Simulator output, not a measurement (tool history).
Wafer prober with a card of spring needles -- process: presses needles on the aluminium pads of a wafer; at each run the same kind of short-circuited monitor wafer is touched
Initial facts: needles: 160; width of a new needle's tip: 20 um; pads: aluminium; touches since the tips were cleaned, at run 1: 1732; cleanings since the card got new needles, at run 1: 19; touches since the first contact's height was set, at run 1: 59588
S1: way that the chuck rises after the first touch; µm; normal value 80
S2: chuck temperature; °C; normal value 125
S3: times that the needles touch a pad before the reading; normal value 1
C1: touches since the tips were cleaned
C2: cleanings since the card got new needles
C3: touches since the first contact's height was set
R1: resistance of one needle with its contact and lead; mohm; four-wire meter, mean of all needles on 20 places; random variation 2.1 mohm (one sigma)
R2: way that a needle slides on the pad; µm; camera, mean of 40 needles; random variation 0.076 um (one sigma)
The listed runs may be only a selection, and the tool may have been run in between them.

| run | hour | S1 | S2 | S3 | C1 | C2 | C3 | R1 | R2 |
|---|---|---|---|---|---|---|---|---|---|
| 1 | 0 | 80 | 125 | 1 | 1732 | 19 | 59588 | 298 | 12.53 |
|  | 3.1 | tips cleaned on abrasive film |
| 2 | 7.8 | 80 | 125 | 2 | 1305 | 20 | 61703 | 263 | 12.47 |
|  | 12.6 | tips cleaned on abrasive film |
| 3 | 15.2 | 80 | 125 | 2 | 715 | 21 | 63686 | 248 | 12.53 |
|  | 22.3 | tips cleaned on abrasive film |
| 4 | 22.5 | 80 | 125 | 2 | 47 | 22 | 65648 | 234 | 12.32 |
| 5 | 27.8 | 99 | 125 | 1 | 1501 | 22 | 67102 | 262 | 15.48 |
|  | 31.5 | tips cleaned on abrasive film |
| 6 | 36.9 | 99 | 125 | 1 | 1498 | 23 | 69579 | 266 | 15.54 |
|  | 40.9 | tips cleaned on abrasive film |
| 7 | 46.6 | 99 | 125 | 1 | 1562 | 24 | 72186 | 265 | 15.52 |
|  | 51 | tips cleaned on abrasive film |
| 8 | 55.2 | 99 | 125 | 1 | 1160 | 25 | 74517 | 262 | 15.55 |
|  | 60.9 | tips cleaned on abrasive film |
| 9 | 66.7 | 80 | 125 | 1 | 1585 | 26 | 77642 | 288 | 12.42 |
|  | 70.1 | tips cleaned on abrasive film |
| 10 | 79 | 80 | 125 | 1 | 2428 | 27 | 80959 | 312 | 12.4 |
|  | 79.6 | tips cleaned on abrasive film |
| 11 | 86.3 | 80 | 125 | 1 | 1837 | 28 | 82949 | 298 | 12.66 |
|  | 88.9 | tips cleaned on abrasive film |
| 12 | 95.5 | 80 | 125 | 1 | 1803 | 29 | 85426 | 300 | 12.46 |
|  | 98.1 | tips cleaned on abrasive film |
| 13 | 100.8 | 80 | 125 | 1 | 728 | 30 | 86844 | 260 | 12.43 |
|  | 107.9 | tips cleaned on abrasive film |
| 14 | 108.8 | 80 | 125 | 1 | 256 | 31 | 89017 | 249 | 12.54 |
|  | 117 | tips cleaned on abrasive film |
| 15 | 119.7 | 66 | 125 | 1 | 742 | 32 | 91973 | 286 | 10.26 |
|  | 126.7 | tips cleaned on abrasive film |
| 16 | 129 | 80 | 125 | 3 | 624 | 33 | 94472 | 240 | 12.24 |
|  | 136 | tips cleaned on abrasive film |
| 17 | 140.8 | 80 | 42 | 1 | 1312 | 34 | 97663 | 277 | 12.38 |
|  | 145.5 | tips cleaned on abrasive film |
| 18 | 153.1 | 80 | 42 | 1 | 2088 | 35 | 101012 | 296 | 12.32 |
|  | 154.8 | tips cleaned on abrasive film |
|  | 163.9 | tips cleaned on abrasive film |
| 19 | 163.9 | 86 | 32 | 1 | 13 | 37 | 103914 | 211 | 13.32 |
| 20 | 170.6 | 86 | 32 | 1 | 1850 | 37 | 105751 | 282 | 13.34 |
|  | 173.9 | tips cleaned on abrasive film |
| 21 | 176.1 | 76 | 45 | 1 | 601 | 38 | 107204 | 251 | 11.88 |
|  | 183 | tips cleaned on abrasive film |
| 22 | 188.8 | 76 | 45 | 1 | 1578 | 39 | 110663 | 296 | 11.75 |
|  | 192.4 | tips cleaned on abrasive film |
| 23 | 198.4 | 80 | 125 | 3 | 1633 | 40 | 113250 | 255 | 12.4 |
|  | 201.9 | tips cleaned on abrasive film |
| 24 | 209.7 | 80 | 48 | 2 | 2143 | 41 | 116333 | 264 | 12.36 |
|  | 211.9 | tips cleaned on abrasive film |
| 25 | 218.6 | 86 | 29 | 2 | 1816 | 42 | 118715 | 249 | 13.35 |
|  | 221.2 | tips cleaned on abrasive film |
|  | 230.4 | tips cleaned on abrasive film |
| 26 | 230.8 | 86 | 29 | 2 | 131 | 44 | 122020 | 209 | 13.34 |
|  | 240.1 | tips cleaned on abrasive film |
| 27 | 242.3 | 86 | 29 | 2 | 610 | 45 | 125128 | 227 | 13.19 |
|  | 249.3 | tips cleaned on abrasive film |
| 28 | 253.3 | 86 | 29 | 2 | 1078 | 46 | 128098 | 242 | 13.36 |
|  | 258.4 | tips cleaned on abrasive film |
| 29 | 262.5 | 86 | 29 | 2 | 1110 | 47 | 130589 | 236 | 13.38 |
|  | 267.6 | tips cleaned on abrasive film |
| 30 | 274.5 | 86 | 29 | 2 | 1891 | 48 | 133845 | 253 | 13.18 |
|  | 276.7 | tips cleaned on abrasive film |
| 31 | 281.9 | 86 | 29 | 2 | 1410 | 49 | 135841 | 240 | 13.26 |
|  | 286.1 | tips cleaned on abrasive film |
| 32 | 291.6 | 90 | 120 | 2 | 1508 | 50 | 138480 | 253 | 13.89 |
|  | 295.4 | tips cleaned on abrasive film |
| 33 | 301 | 90 | 74 | 2 | 1517 | 51 | 141003 | 250 | 13.8 |
|  | 304.6 | tips cleaned on abrasive film |
| 34 | 309 | 80 | 109 | 3 | 1203 | 52 | 143167 | 241 | 12.25 |

Measured result minus the same run's result without the hidden state. Both carry the same run-to-run variation, though not necessarily the same gauge scatter:
The tool's hidden condition here consists of: debris on the tips, nm; way that the needles fall short of the set height, um; tips' diameter, um; drift of the gauge itself on contact_mohm, %; drift of the gauge itself on scrub_um, %.
| run | R1 | R2 |
|---|---|---|
| 1 | +72 | -0.15 |
| 2 | +38 | -0.16 |
| 3 | +26 | -0.17 |
| 4 | +6 | -0.17 |
| 5 | +43 | -0.17 |
| 6 | +44 | -0.18 |
| 7 | +44 | -0.19 |
| 8 | +39 | -0.19 |
| 9 | +66 | -0.2 |
| 10 | +86 | -0.2 |
| 11 | +74 | -0.22 |
| 12 | +75 | -0.23 |
| 13 | +40 | -0.23 |
| 14 | +21 | -0.24 |
| 15 | +57 | -0.26 |
| 16 | +16 | -0.26 |
| 17 | +71 | -0.27 |
| 18 | +92 | -0.28 |
| 19 | +10 | -0.3 |
| 20 | +79 | -0.3 |
| 21 | +45 | -0.3 |
| 22 | +88 | -0.31 |
| 23 | +28 | -0.31 |
| 24 | +55 | -0.33 |
| 25 | +47 | -0.33 |
| 26 | +10 | -0.34 |
| 27 | +22 | -0.35 |
| 28 | +37 | -0.36 |
| 29 | +36 | -0.38 |
| 30 | +49 | -0.38 |
| 31 | +40 | -0.39 |
| 32 | +33 | -0.39 |
| 33 | +39 | -0.41 |
| 34 | +23 | -0.41 |

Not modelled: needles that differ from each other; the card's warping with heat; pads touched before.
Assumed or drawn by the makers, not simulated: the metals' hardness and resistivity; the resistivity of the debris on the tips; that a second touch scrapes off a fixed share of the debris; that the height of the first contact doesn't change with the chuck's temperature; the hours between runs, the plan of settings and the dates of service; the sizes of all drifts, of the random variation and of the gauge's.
